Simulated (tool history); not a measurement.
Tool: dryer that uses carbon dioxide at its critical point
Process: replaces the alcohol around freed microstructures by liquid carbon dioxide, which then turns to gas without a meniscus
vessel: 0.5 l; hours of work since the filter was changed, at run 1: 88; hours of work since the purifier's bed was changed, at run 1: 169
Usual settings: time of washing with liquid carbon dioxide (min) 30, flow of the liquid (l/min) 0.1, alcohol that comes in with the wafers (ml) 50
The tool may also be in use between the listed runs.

run,hour,time of washing with liquid carbon dioxide (min),flow of the liquid (l/min),alcohol that comes in with the wafers (ml),hours of work since the filter was changed,hours of work since the purifier's bed was changed,alcohol left in the vessel before it's heated (ppm by volume)
1,0,30,0.1,50,88,169,697
2,31.7,30,0.1,50,97,179,701
3,67.8,44,0.1,50,108,189,103
4,94.6,44,0.1,50,116,197,119
5,121.4,30,0.1,50,124,206,710
6,154.2,30,0.1,50,134,215,718
7,178.3,21,0.1,50,141,223,3027
8,197.1,21,0.1,50,147,228,3092
9,223.2,21,0.1,50,155,236,3033
10,244.3,21,0.1,50,161,243,3065
11,270.1,30,0.061,50,169,250,5148
12,291.1,30,0.1,41,175,257,616
13,324.6,30,0.1,41,186,267,624
14,360.3,32,0.1,50,196,278,576
15,399,30,0.09,60,208,289,1480
16,419.1,32,0.1,47,214,295,556
17,436.5,20,0.108,97,219,301,5615
18,462.2,30,0.079,43,227,308,1917
19,493,30,0.079,43,236,318,1880
20,518.3,22,0.149,50,244,325,505
21,536.5,22,0.149,50,249,331,524

4 ways to go on from here, each from the tool as it stands after run 21. What would each give?
A,560.3,23,0.122,57,257,338,?
B,560.3,44,0.149,35,257,338,?
C,560.3,24,0.121,50,257,338,?
D,560.3,27,0.083,33,257,338,?

run,alcohol left in the vessel before it's heated (ppm by volume)
A,1150
B,109
C,909
D,1809
Without the tool's hidden state the same runs would have given:
run,alcohol left in the vessel before it's heated (ppm by volume)
A,887
B,14
C,679
D,1490

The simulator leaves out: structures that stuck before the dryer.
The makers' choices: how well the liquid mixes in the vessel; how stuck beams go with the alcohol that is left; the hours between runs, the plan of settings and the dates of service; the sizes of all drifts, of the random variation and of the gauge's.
